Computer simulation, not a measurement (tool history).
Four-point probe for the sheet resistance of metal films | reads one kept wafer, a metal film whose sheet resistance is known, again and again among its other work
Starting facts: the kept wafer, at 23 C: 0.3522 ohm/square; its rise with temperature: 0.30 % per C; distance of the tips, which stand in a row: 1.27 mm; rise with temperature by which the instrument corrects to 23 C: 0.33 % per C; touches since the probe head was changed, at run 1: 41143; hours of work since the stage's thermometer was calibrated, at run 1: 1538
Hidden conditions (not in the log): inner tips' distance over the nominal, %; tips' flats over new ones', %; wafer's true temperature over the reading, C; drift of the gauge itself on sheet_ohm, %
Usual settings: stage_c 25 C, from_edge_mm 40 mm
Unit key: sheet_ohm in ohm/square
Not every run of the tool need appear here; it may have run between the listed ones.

run	hour	stage_c	from_edge_mm	touches since the probe head was changed	hours of work since the stage's thermometer was calibrated	sheet_ohm
1	0.0	25	40	41143	1538	0.351845
2	48.5	25	40	44022	1573	0.351835
3	87.9	25	40	46355	1600	0.352035
4	141.2	25	40	49517	1638	0.352066
5	185.4	25	40	52141	1670	0.352051
6	230.5	25	40	54816	1701	0.352172
7	269.6	25	40	57133	1729	0.352341
8	298.6	25	40	58855	1750	0.352147
9	326.0	25	40	60482	1769	0.352195
10	357.2	25	40	62331	1791	0.352306
11	380.2	25	40	63697	1808	0.352317
12	434.5	22	40	66919	1846	0.352704
13	461.0	25	40	68491	1865	0.352468
14	516.3	25	40	71769	1904	0.352549
15	543.2	30	37	73367	1923	0.352301
16	596.9	26	48	76549	1961	0.352513
17	645.2	20	13	79415	1995	0.355060
18	673.5	22	5	81096	2015	0.364690
19	707.6	26	69	83117	2039	0.352698
20	740.3	18	6	85060	2063	0.361795
21	780.7	18	6	87454	2091	0.361686
22	804.4	18	6	88861	2108	0.361996
23	843.8	28	7	91194	2136	0.358789
24	867.5	34	7	92603	2153	0.358227
25	906.5	18	6	94916	2180	0.361902
26	944.8	33	40	97189	2207	0.352597
27	971.3	33	56	98757	2226	0.352496
28	1008.4	25	17	100963	2253	0.354067

Alternative continuations, all from the tool just after run 28; predict every row:
A	1054.9	26	11	103722	2285	?
B	1054.9	22	17	103722	2285	?
C	1054.9	18	72	103722	2285	?
D	1054.9	25	6	103722	2285	?

run	sheet_ohm
A	0.355727
B	0.354549
C	0.353946
D	0.361573
With the hidden condition removed and each run's random variation left untouched, the same runs would have given:
run	sheet_ohm
A	0.354518
B	0.353348
C	0.352750
D	0.360347

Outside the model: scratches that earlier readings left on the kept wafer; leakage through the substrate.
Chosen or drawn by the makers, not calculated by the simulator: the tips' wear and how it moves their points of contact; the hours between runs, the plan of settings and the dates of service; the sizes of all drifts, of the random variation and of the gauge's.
